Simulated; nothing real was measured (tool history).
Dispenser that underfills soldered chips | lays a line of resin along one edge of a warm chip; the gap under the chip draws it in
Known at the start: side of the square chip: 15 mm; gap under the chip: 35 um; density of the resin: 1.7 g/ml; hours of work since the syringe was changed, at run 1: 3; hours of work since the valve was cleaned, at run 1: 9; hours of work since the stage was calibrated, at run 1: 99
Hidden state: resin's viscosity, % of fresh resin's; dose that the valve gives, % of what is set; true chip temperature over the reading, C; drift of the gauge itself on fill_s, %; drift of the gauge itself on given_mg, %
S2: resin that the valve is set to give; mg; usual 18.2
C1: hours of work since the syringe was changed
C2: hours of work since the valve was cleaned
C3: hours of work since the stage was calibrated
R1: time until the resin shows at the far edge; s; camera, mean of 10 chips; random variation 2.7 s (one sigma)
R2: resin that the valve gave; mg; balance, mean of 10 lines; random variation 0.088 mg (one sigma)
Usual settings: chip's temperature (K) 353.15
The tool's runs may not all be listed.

run 1 hour=0.0 | chip's_temperature_(K)=353.15 S2=18.2 | C1=3 C2=9 C3=99 | R1=355.5 R2=18.13
run 2 hour=4.3 | chip's_temperature_(K)=362.15 S2=18.2 | C1=7 C2=12 C3=102 | R1=329.4 R2=17.94
-- hour=6.6 new syringe of resin
run 3 hour=12.8 | chip's_temperature_(K)=353.15 S2=20.6 | C1=5 C2=18 C3=108 | R1=371.4 R2=20.36
-- hour=17.4 new syringe of resin
run 4 hour=18.6 | chip's_temperature_(K)=353.15 S2=18.2 | C1=1 C2=22 C3=112 | R1=282.3 R2=18.00
run 5 hour=24.7 | chip's_temperature_(K)=353.15 S2=18.2 | C1=5 C2=27 C3=117 | R1=410.7 R2=17.86
-- hour=28.3 new syringe of resin
run 6 hour=33.2 | chip's_temperature_(K)=353.15 S2=18.2 | C1=4 C2=33 C3=123 | R1=356.4 R2=17.86
-- hour=39.0 new syringe of resin
run 7 hour=40.2 | chip's_temperature_(K)=353.15 S2=18.2 | C1=1 C2=38 C3=128 | R1=282.7 R2=17.64
run 8 hour=46.2 | chip's_temperature_(K)=353.15 S2=18.2 | C1=5 C2=43 C3=132 | R1=413.1 R2=17.70
-- hour=49.6 new syringe of resin
run 9 hour=54.9 | chip's_temperature_(K)=353.15 S2=18.2 | C1=4 C2=49 C3=138 | R1=367.5 R2=17.58
-- hour=60.0 new syringe of resin
run 10 hour=60.0 | chip's_temperature_(K)=360.15 S2=18.2 | C1=0 C2=52 C3=142 | R1=206.3 R2=17.54
run 11 hour=64.1 | chip's_temperature_(K)=356.15 S2=20.4 | C1=3 C2=55 C3=145 | R1=296.6 R2=19.66
run 12 hour=67.5 | chip's_temperature_(K)=353.15 S2=20.2 | C1=6 C2=58 C3=147 | R1=416.3 R2=19.39

Run 13 comes next. What will it give?
-- hour=70.9 new syringe of resin
run 13 hour=71.5 | chip's_temperature_(K)=344.15 S2=20.1 | C1=0 C2=61 C3=150 | R1=? R2=?

R1: 378.3 s
R2: 19.33 mg
Without the tool's hidden state the same run would have given R1 378.1 s, R2 20.20 mg.

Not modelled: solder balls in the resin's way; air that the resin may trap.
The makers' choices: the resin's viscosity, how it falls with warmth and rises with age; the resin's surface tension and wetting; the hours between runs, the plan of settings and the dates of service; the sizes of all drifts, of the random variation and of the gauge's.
